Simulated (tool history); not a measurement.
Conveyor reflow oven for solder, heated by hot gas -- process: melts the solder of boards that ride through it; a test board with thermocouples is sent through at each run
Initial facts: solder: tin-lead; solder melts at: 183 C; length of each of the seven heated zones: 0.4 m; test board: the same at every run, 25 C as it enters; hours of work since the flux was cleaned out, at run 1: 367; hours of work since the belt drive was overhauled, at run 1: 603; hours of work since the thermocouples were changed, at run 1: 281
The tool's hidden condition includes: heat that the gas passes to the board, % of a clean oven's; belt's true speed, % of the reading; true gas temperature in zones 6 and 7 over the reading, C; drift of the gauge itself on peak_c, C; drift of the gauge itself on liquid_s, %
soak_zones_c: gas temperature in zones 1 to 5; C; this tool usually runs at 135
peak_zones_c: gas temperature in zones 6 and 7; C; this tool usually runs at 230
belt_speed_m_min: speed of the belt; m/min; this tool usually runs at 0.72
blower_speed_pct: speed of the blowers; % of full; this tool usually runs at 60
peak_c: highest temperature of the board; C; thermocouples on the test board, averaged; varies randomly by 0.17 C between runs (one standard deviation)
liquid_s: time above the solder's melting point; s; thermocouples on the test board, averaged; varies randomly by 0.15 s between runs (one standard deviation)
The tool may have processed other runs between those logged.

run	hour	soak_zones_c	peak_zones_c	belt_speed_m_min	blower_speed_pct	hours of work since the flux was cleaned out	hours of work since the belt drive was overhauled	hours of work since the thermocouples were changed	peak_c	liquid_s
1	0	135	230	0.72	60	367	603	281	210.5	43.9
2	31	135	234	0.72	60	386	622	300	213.9	46.4
3	74.1	135	234	0.72	60	412	648	326	214.1	46.2
4	96.2	126	234	0.72	60	426	662	340	211.6	42.2
# hour 103.9: flux residue cleaned out of gas plates and filters
5	147.8	126	234	0.72	60	27	690	368	214.7	44.8
6	180	135	231	0.72	60	47	710	388	213.7	46.8
7	227.9	135	231	0.72	60	76	739	417	213.4	46.4
8	254.3	135	231	0.72	60	92	755	434	213.4	46.4
9	283.8	135	231	0.72	60	110	773	452	213.7	46.5
10	332.5	135	231	0.72	60	140	803	481	213.2	46.6
11	356.3	135	230	0.728	60	154	818	496	212.1	44.9
12	379.4	135	218	0.72	60	169	832	510	202.3	35.9
13	421.6	135	218	0.72	60	194	858	536	201.9	36
14	458.3	135	218	0.72	60	217	880	558	202.4	36
15	490	135	222	0.854	85	236	900	578	206.1	34.1
16	513	135	222	0.854	85	250	914	592	206.1	34.1
17	534.8	149	245	0.814	88	264	927	605	230.9	54.3
18	576.1	139	241	0.814	88	289	952	630	225.3	49.4
19	616.2	148	232	0.814	88	313	977	655	219.2	48.6
20	637.7	144	232	0.583	87	326	990	668	226.2	72.9
21	674.8	144	232	0.583	87	349	1013	691	226.2	72.8
22	720.1	142	230	0.77	69	377	1040	718	213.3	45.6
# hour 726.1: thermocouples of zones 6 and 7 changed
23	749.5	135	230	0.72	67	394	1057	14	212.3	45.4
24	771.8	135	244	0.747	60	407	1071	28	220.3	49.2
25	803.4	138	233	0.589	60	427	1090	47	219.4	64.3
# hour 810.6: flux residue cleaned out of gas plates and filters
# hour 827.2: belt drive overhauled, speed set with a stopwatch
26	851.7	145	233	0.857	60	23	15	71	210.4	38
27	894.2	148	227	0.857	60	49	41	97	206.5	36.1

The same runs without the tool's hidden state, with the same run-to-run variation:
run	peak_c	liquid_s
1	211.9	45
2	215.5	47.5
3	215.7	47.3
4	213.5	43.7
5	213.9	43.8
6	213	45.8
7	212.7	45.5
8	212.8	45.5
9	213.1	45.6
10	212.8	45.8
11	211.7	44.2
12	201.9	35.3
13	201.6	35.4
14	202.1	35.5
15	206.4	34.4
16	206.6	34.5
17	231.3	53.7
18	226	49.2
19	219.7	48.5
20	225.9	72.1
21	225.9	72
22	213.9	45.8
23	214.5	46.9
24	222.6	50.1
25	221	64.8
26	210.4	38.1
27	206.6	36.3

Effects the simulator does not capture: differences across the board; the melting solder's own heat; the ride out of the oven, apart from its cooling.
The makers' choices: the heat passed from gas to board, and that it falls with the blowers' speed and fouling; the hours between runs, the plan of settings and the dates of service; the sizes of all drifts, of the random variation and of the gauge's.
